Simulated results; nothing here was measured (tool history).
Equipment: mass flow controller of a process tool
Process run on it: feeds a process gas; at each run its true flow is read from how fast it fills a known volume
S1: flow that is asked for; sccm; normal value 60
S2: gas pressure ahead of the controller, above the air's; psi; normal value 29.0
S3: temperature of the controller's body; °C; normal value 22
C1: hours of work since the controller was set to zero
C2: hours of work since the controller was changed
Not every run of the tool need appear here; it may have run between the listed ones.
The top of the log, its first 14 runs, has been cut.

run 15 hour=4779.3 | S1=65 S2=29.0 S3=22 | C1=1179 C2=9966 | true_flow_(%)=98.18
run 16 hour=5060.1 | S1=65 S2=29.0 S3=22 | C1=1294 C2=10081 | true_flow_(%)=98.03
run 17 hour=5399.8 | S1=65 S2=29.0 S3=22 | C1=1434 C2=10221 | true_flow_(%)=97.95
run 18 hour=5778.8 | S1=65 S2=29.0 S3=22 | C1=1589 C2=10376 | true_flow_(%)=97.80
run 19 hour=6067.5 | S1=65 S2=29.0 S3=22 | C1=1707 C2=10494 | true_flow_(%)=97.75
run 20 hour=6390.2 | S1=24 S2=29.0 S3=22 | C1=1839 C2=10626 | true_flow_(%)=96.76
-- hour=6697.8 gauge calibrated
run 21 hour=6697.8 | S1=60 S2=39.5 S3=22 | C1=1966 C2=10753 | true_flow_(%)=98.82
run 22 hour=7008.3 | S1=60 S2=39.5 S3=22 | C1=2093 C2=10880 | true_flow_(%)=98.79
run 23 hour=7219.0 | S1=25 S2=39.5 S3=28 | C1=2179 C2=10966 | true_flow_(%)=97.80
run 24 hour=7714.2 | S1=10 S2=35.8 S3=22 | C1=2382 C2=11169 | true_flow_(%)=97.54
run 25 hour=7993.9 | S1=96 S2=30.5 S3=22 | C1=2497 C2=11284 | true_flow_(%)=99.58
run 26 hour=8252.7 | S1=74 S2=33.8 S3=29 | C1=2603 C2=11390 | true_flow_(%)=98.64
run 27 hour=8729.2 | S1=74 S2=33.8 S3=29 | C1=2798 C2=11585 | true_flow_(%)=98.70
run 28 hour=9159.1 | S1=18 S2=29.0 S3=22 | C1=2974 C2=11761 | true_flow_(%)=97.69
run 29 hour=9450.9 | S1=18 S2=40.5 S3=25 | C1=3094 C2=11881 | true_flow_(%)=97.15
run 30 hour=9837.7 | S1=18 S2=40.5 S3=25 | C1=3252 C2=12039 | true_flow_(%)=96.92
run 31 hour=10168.4 | S1=62 S2=26.1 S3=22 | C1=3388 C2=12175 | true_flow_(%)=98.38
run 32 hour=10537.2 | S1=62 S2=34.4 S3=29 | C1=3539 C2=12326 | true_flow_(%)=97.82
run 33 hour=10998.0 | S1=13 S2=22.5 S3=28 | C1=3728 C2=12515 | true_flow_(%)=97.16
run 34 hour=11301.7 | S1=60 S2=40.5 S3=22 | C1=3852 C2=12639 | true_flow_(%)=97.71

Run 35 is up next; what results do you expect?
run 35 hour=11611.1 | S1=60 S2=40.5 S3=22 | C1=3979 C2=12766 | true_flow_(%)=?

Run 35 came out at true flow (%) 97.56.
Minus the tool's unlogged condition, the same run would have read true flow (%) 98.82.

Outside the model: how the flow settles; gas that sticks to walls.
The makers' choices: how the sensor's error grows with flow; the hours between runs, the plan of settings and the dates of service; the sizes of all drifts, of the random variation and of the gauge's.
